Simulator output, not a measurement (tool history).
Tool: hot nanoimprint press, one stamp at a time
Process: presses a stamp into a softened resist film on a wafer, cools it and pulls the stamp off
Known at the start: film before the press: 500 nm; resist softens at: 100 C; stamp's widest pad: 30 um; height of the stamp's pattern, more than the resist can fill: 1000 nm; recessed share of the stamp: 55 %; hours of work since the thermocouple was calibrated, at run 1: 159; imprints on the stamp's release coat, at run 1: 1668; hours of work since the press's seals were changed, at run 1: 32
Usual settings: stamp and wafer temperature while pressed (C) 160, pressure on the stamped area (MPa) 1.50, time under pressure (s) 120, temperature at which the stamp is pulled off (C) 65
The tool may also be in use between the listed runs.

run,hour,stamp and wafer temperature while pressed (C),pressure on the stamped area (MPa),time under pressure (s),temperature at which the stamp is pulled off (C),hours of work since the thermocouple was calibrated,imprints on the stamp's release coat,hours of work since the press's seals were changed,resist left under the stamp's widest pad (angstrom),greatest force while the stamp is pulled off (N)
1,0.0,160,1.50,120,65,159,1668,32,2487,192
2,19.7,160,1.50,120,65,167,1713,40,2543,192
3,33.7,160,1.50,61,65,173,1745,46,3118,197
4,50.4,167,1.50,120,65,180,1783,52,1920,196
5,82.0,167,1.50,120,65,193,1855,65,1924,192
6,113.6,167,1.50,120,65,206,1927,78,1912,191
7,138.0,167,1.50,120,65,216,1982,88,1938,189
8,159.1,167,1.50,137,65,224,2030,97,1824,198
9,176.4,167,1.50,137,65,231,2070,104,1819,196
10,191.9,167,1.50,137,65,238,2105,110,1845,199
11,221.6,160,1.50,120,65,250,2173,122,2562,198
12,243.6,160,1.50,120,65,259,2223,131,2529,196
13,263.6,160,1.50,141,65,267,2269,140,2385,195
14,278.3,165,2.31,120,65,273,2302,146,1648,191
15,305.4,160,1.69,205,65,284,2364,157,1978,192
# hour 316.3: stamp cleaned and given a new release coat
16,328.2,160,1.69,205,58,291,27,164,1967,221
17,356.0,160,1.04,92,72,302,90,175,3204,168
18,371.5,162,0.94,77,68,309,126,181,3306,186
19,386.9,160,2.15,120,65,315,161,188,2116,192
20,407.4,172,1.50,123,65,323,208,196,1564,198
21,431.1,172,1.19,123,65,333,262,206,1776,192
22,463.8,151,1.19,174,65,347,336,219,3478,195
23,477.9,160,1.50,116,65,352,368,225,2552,190
24,506.7,160,1.50,116,65,364,434,237,2580,187

Forecast each of these 3 alternatives for the next run:
A,539.1,160,1.50,70,59,377,508,250,?,?
B,539.1,160,1.50,68,65,377,508,250,?,?
C,539.1,162,1.76,120,65,377,508,250,?,?

run,resist left under the stamp's widest pad (angstrom),greatest force while the stamp is pulled off (N)
A,3024,218
B,2997,188
C,2193,191
Without the tool's hidden state the same runs would have given:
run,resist left under the stamp's widest pad (angstrom),greatest force while the stamp is pulled off (N)
A,3022,218
B,2995,187
C,2192,191
